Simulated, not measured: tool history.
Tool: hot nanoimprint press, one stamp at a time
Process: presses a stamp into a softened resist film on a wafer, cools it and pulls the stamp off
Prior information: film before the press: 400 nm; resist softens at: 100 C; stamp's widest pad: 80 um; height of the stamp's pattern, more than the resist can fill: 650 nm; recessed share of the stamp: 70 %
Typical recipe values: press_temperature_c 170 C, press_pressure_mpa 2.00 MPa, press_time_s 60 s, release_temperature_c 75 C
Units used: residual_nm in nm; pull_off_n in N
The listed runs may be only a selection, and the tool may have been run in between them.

run 1 hour=0.0 | press_temperature_c=170 press_pressure_mpa=2.00 press_time_s=60 release_temperature_c=75 | residual_nm=220.1 pull_off_n=110
run 2 hour=20.1 | press_temperature_c=170 press_pressure_mpa=2.00 press_time_s=60 release_temperature_c=75 | residual_nm=219.9 pull_off_n=112
run 3 hour=41.9 | press_temperature_c=175 press_pressure_mpa=2.00 press_time_s=60 release_temperature_c=75 | residual_nm=185.8 pull_off_n=112
run 4 hour=53.3 | press_temperature_c=175 press_pressure_mpa=2.00 press_time_s=60 release_temperature_c=75 | residual_nm=185.7 pull_off_n=112
run 5 hour=72.5 | press_temperature_c=175 press_pressure_mpa=2.00 press_time_s=60 release_temperature_c=75 | residual_nm=185.3 pull_off_n=109
run 6 hour=92.2 | press_temperature_c=175 press_pressure_mpa=2.00 press_time_s=60 release_temperature_c=75 | residual_nm=185.1 pull_off_n=106
run 7 hour=111.8 | press_temperature_c=170 press_pressure_mpa=2.00 press_time_s=63 release_temperature_c=75 | residual_nm=215.5 pull_off_n=110
run 8 hour=132.9 | press_temperature_c=177 press_pressure_mpa=2.00 press_time_s=60 release_temperature_c=75 | residual_nm=172.8 pull_off_n=112
run 9 hour=160.8 | press_temperature_c=177 press_pressure_mpa=2.00 press_time_s=60 release_temperature_c=75 | residual_nm=172.6 pull_off_n=111
run 10 hour=175.7 | press_temperature_c=177 press_pressure_mpa=2.00 press_time_s=60 release_temperature_c=75 | residual_nm=172.8 pull_off_n=108
run 11 hour=192.0 | press_temperature_c=177 press_pressure_mpa=2.00 press_time_s=60 release_temperature_c=75 | residual_nm=172.3 pull_off_n=108
run 12 hour=208.8 | press_temperature_c=166 press_pressure_mpa=2.00 press_time_s=60 release_temperature_c=75 | residual_nm=248.0 pull_off_n=104
run 13 hour=233.6 | press_temperature_c=170 press_pressure_mpa=2.00 press_time_s=60 release_temperature_c=75 | residual_nm=218.0 pull_off_n=110
run 14 hour=246.2 | press_temperature_c=170 press_pressure_mpa=2.00 press_time_s=99 release_temperature_c=75 | residual_nm=181.0 pull_off_n=109
run 15 hour=265.8 | press_temperature_c=170 press_pressure_mpa=1.80 press_time_s=60 release_temperature_c=75 | residual_nm=226.0 pull_off_n=109
run 16 hour=292.3 | press_temperature_c=170 press_pressure_mpa=1.80 press_time_s=60 release_temperature_c=75 | residual_nm=225.8 pull_off_n=108
-- hour=313.7 plate thermocouple calibrated
run 17 hour=314.4 | press_temperature_c=160 press_pressure_mpa=2.00 press_time_s=69 release_temperature_c=75 | residual_nm=282.6 pull_off_n=107
-- hour=324.9 press's hydraulic seals changed and the load cell set to zero
run 18 hour=334.2 | press_temperature_c=170 press_pressure_mpa=2.00 press_time_s=48 release_temperature_c=75 | residual_nm=234.0 pull_off_n=109
run 19 hour=355.4 | press_temperature_c=170 press_pressure_mpa=2.00 press_time_s=60 release_temperature_c=72 | residual_nm=217.2 pull_off_n=110
run 20 hour=377.0 | press_temperature_c=180 press_pressure_mpa=2.00 press_time_s=60 release_temperature_c=77 | residual_nm=154.7 pull_off_n=107
run 21 hour=389.7 | press_temperature_c=170 press_pressure_mpa=2.00 press_time_s=37 release_temperature_c=75 | residual_nm=252.7 pull_off_n=110
run 22 hour=413.0 | press_temperature_c=170 press_pressure_mpa=1.55 press_time_s=33 release_temperature_c=80 | residual_nm=279.5 pull_off_n=101
run 23 hour=424.7 | press_temperature_c=170 press_pressure_mpa=1.55 press_time_s=33 release_temperature_c=80 | residual_nm=280.0 pull_off_n=102
run 24 hour=437.4 | press_temperature_c=170 press_pressure_mpa=1.55 press_time_s=33 release_temperature_c=80 | residual_nm=279.3 pull_off_n=98
run 25 hour=456.3 | press_temperature_c=170 press_pressure_mpa=1.55 press_time_s=33 release_temperature_c=80 | residual_nm=279.5 pull_off_n=100
run 26 hour=475.8 | press_temperature_c=170 press_pressure_mpa=1.55 press_time_s=33 release_temperature_c=80 | residual_nm=279.6 pull_off_n=103
run 27 hour=495.9 | press_temperature_c=161 press_pressure_mpa=2.00 press_time_s=60 release_temperature_c=75 | residual_nm=282.6 pull_off_n=110
run 28 hour=511.4 | press_temperature_c=179 press_pressure_mpa=1.75 press_time_s=58 release_temperature_c=74 | residual_nm=170.6 pull_off_n=113
run 29 hour=531.7 | press_temperature_c=167 press_pressure_mpa=2.00 press_time_s=54 release_temperature_c=78 | residual_nm=245.4 pull_off_n=105

4 options for the next run, each taken on its own from the tool as it stands now. Forecast them:
run A hour=544.8 | press_temperature_c=158 press_pressure_mpa=1.24 press_time_s=60 release_temperature_c=75 | residual_nm=? pull_off_n=?
run B hour=544.8 | press_temperature_c=174 press_pressure_mpa=2.13 press_time_s=54 release_temperature_c=82 | residual_nm=? pull_off_n=?
run C hour=544.8 | press_temperature_c=167 press_pressure_mpa=3.19 press_time_s=105 release_temperature_c=78 | residual_nm=? pull_off_n=?
run D hour=544.8 | press_temperature_c=170 press_pressure_mpa=2.36 press_time_s=60 release_temperature_c=75 | residual_nm=? pull_off_n=?

run=A residual_nm=330.7 pull_off_n=114
run=B residual_nm=191.1 pull_off_n=99
run=C residual_nm=161.8 pull_off_n=106
run=D residual_nm=202.9 pull_off_n=113
The same runs, with their run-to-run variation unchanged, on a tool lacking any hidden condition would have given:
run=A residual_nm=337.7 pull_off_n=113
run=B residual_nm=195.2 pull_off_n=98
run=C residual_nm=165.3 pull_off_n=105
run=D residual_nm=207.2 pull_off_n=112
